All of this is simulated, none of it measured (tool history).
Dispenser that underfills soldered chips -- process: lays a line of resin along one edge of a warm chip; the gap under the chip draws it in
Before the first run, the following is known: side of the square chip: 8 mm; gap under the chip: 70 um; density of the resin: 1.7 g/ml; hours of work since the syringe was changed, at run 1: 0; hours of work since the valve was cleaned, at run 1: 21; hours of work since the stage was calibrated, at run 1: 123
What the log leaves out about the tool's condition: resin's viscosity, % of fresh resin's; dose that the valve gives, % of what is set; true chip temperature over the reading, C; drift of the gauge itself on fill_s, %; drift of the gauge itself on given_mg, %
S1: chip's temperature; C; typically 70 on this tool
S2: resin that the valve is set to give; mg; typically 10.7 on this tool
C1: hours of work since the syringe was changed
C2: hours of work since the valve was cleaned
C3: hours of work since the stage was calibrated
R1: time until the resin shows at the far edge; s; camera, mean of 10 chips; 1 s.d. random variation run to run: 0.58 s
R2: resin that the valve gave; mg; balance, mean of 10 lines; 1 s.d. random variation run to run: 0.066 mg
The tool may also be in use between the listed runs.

Run 1, day 0.000: usual settings; C1 0; C2 21; C3 123. Result: R1 48.0 s, R2 10.52 mg.
Run 2, day 0.188: usual settings; C1 3; C2 24; C3 126. Result: R1 56.4 s, R2 10.49 mg.
Run 3, day 0.329: usual settings; C1 5; C2 26; C3 128. Result: R1 66.6 s, R2 10.61 mg.
Run 4, day 0.479: usual settings but S2 11.2 mg; C1 7; C2 28; C3 131. Result: R1 78.4 s, R2 11.08 mg.
Run 5, day 0.638: usual settings but S2 11.2 mg; C1 10; C2 31; C3 133. Result: R1 93.3 s, R2 11.15 mg.
At day 0.775: new syringe of resin.
Run 6, day 0.812: usual settings but S2 11.2 mg; C1 1; C2 33; C3 136. Result: R1 51.3 s, R2 11.05 mg.
Run 7, day 1.004: usual settings but S2 11.2 mg; C1 4; C2 36; C3 139. Result: R1 61.6 s, R2 10.93 mg.
Run 8, day 1.138: usual settings but S2 11.2 mg; C1 6; C2 38; C3 141. Result: R1 71.2 s, R2 10.97 mg.
Run 9, day 1.271: usual settings but S2 11.2 mg; C1 8; C2 40; C3 143. Result: R1 80.9 s, R2 11.04 mg.
Run 10, day 1.462: usual settings but S2 11.2 mg; C1 11; C2 43; C3 146. Result: R1 99.3 s, R2 11.03 mg.
At day 1.562: new syringe of resin.
Run 11, day 1.588: usual settings but S1 71 C; C1 0; C2 45; C3 147. Result: R1 47.5 s, R2 10.39 mg.
Run 12, day 1.779: usual settings but S2 9.7 mg; C1 3; C2 48; C3 150. Result: R1 61.8 s, R2 9.44 mg.
Run 13, day 1.954: usual settings but S2 9.7 mg; C1 6; C2 50; C3 153. Result: R1 75.9 s, R2 9.56 mg.
Run 14, day 2.054: usual settings but S2 9.7 mg; C1 8; C2 52; C3 155. Result: R1 84.4 s, R2 9.49 mg.
Run 15, day 2.142: usual settings but S2 9.7 mg; C1 9; C2 53; C3 156. Result: R1 91.4 s, R2 9.29 mg.
Run 16, day 2.238: usual settings but S2 12.3 mg; C1 10; C2 55; C3 157. Result: R1 95.1 s, R2 11.83 mg.
At day 2.338: new syringe of resin.
Run 17, day 2.362: usual settings but S1 79 C, S2 10.9 mg; C1 0; C2 57; C3 159. Result: R1 31.5 s, R2 10.56 mg.
Run 18, day 2.508: usual settings but S1 81 C, S2 11.0 mg; C1 3; C2 59; C3 161. Result: R1 33.7 s, R2 10.74 mg.
Run 19, day 2.671: usual settings but S1 83 C, S2 12.0 mg; C1 5; C2 61; C3 164. Result: R1 36.3 s, R2 11.56 mg.
Run 20, day 2.775: usual settings but S1 67 C, S2 13.7 mg; C1 7; C2 63; C3 166. Result: R1 85.3 s, R2 13.14 mg.
Run 21, day 2.983: usual settings but S1 67 C, S2 13.7 mg; C1 10; C2 66; C3 169. Result: R1 107.6 s, R2 13.21 mg.
At day 3.112: new syringe of resin.
Run 22, day 3.125: usual settings but S2 9.8 mg; C1 0; C2 68; C3 171. Result: R1 49.5 s, R2 9.33 mg.
Run 23, day 3.325: usual settings but S1 77 C, S2 11.6 mg; C1 3; C2 71; C3 174. Result: R1 41.0 s, R2 11.06 mg.
Run 24, day 3.450: usual settings but S1 65 C, S2 9.2 mg; C1 5; C2 73; C3 176. Result: R1 93.9 s, R2 8.82 mg.
Run 25, day 3.546: usual settings but S1 68 C, S2 13.9 mg; C1 7; C2 75; C3 177. Result: R1 80.5 s, R2 13.47 mg.
Run 26, day 3.688: usual settings but S2 13.9 mg; C1 9; C2 77; C3 179. Result: R1 83.5 s, R2 13.33 mg.
At day 3.888: new syringe of resin.
Run 27, day 3.900: usual settings but S1 79 C, S2 9.2 mg; C1 0; C2 80; C3 183. Result: R1 33.5 s, R2 8.79 mg.
Run 28, day 4.025: usual settings but S1 72 C, S2 13.5 mg; C1 2; C2 82; C3 184. Result: R1 49.4 s, R2 13.02 mg.

Hidden condition of the tool, last listed run before each entry between runs versus first listed run after:
In the gap between runs 5 and 6: new syringe of resin (day 0.775)
  resin's viscosity, % of fresh resin's: 192 -> 104.1; dose that the valve gives, % of what is set: 98.27 -> 98.14
  the result without the hidden state subtracted from the measured one, R1: +43.6 -> +1.0 s; R2: -0.19 -> -0.21 mg
In the gap between runs 10 and 11: new syringe of resin (day 1.562)
  resin's viscosity, % of fresh resin's: 206.4 -> 102.7; dose that the valve gives, % of what is set: 97.62 -> 97.54
  the result without the hidden state subtracted from the measured one, R1: +50.1 -> +0.4 s; R2: -0.27 -> -0.27 mg
In the gap between runs 16 and 17: new syringe of resin (day 2.338)
  resin's viscosity, % of fresh resin's: 203.7 -> 102.2; dose that the valve gives, % of what is set: 97.03 -> 96.95
  the result without the hidden state subtracted from the measured one, R1: +47.3 -> +0.1 s; R2: -0.36 -> -0.33 mg
In the gap between runs 21 and 22: new syringe of resin (day 3.112)
  resin's viscosity, % of fresh resin's: 195.6 -> 100.9; dose that the valve gives, % of what is set: 96.46 -> 96.37; true chip temperature over the reading, C: 0.56 -> 0.57
  the result without the hidden state subtracted from the measured one, R1: +51.1 -> -0.3 s; R2: -0.48 -> -0.36 mg
In the gap between runs 26 and 27: new syringe of resin (day 3.888)
  resin's viscosity, % of fresh resin's: 181.9 -> 101.6; dose that the valve gives, % of what is set: 95.9 -> 95.74; true chip temperature over the reading, C: 0.6 -> 0.61
  the result without the hidden state subtracted from the measured one, R1: +36.4 -> +0.1 s; R2: -0.57 -> -0.39 mg
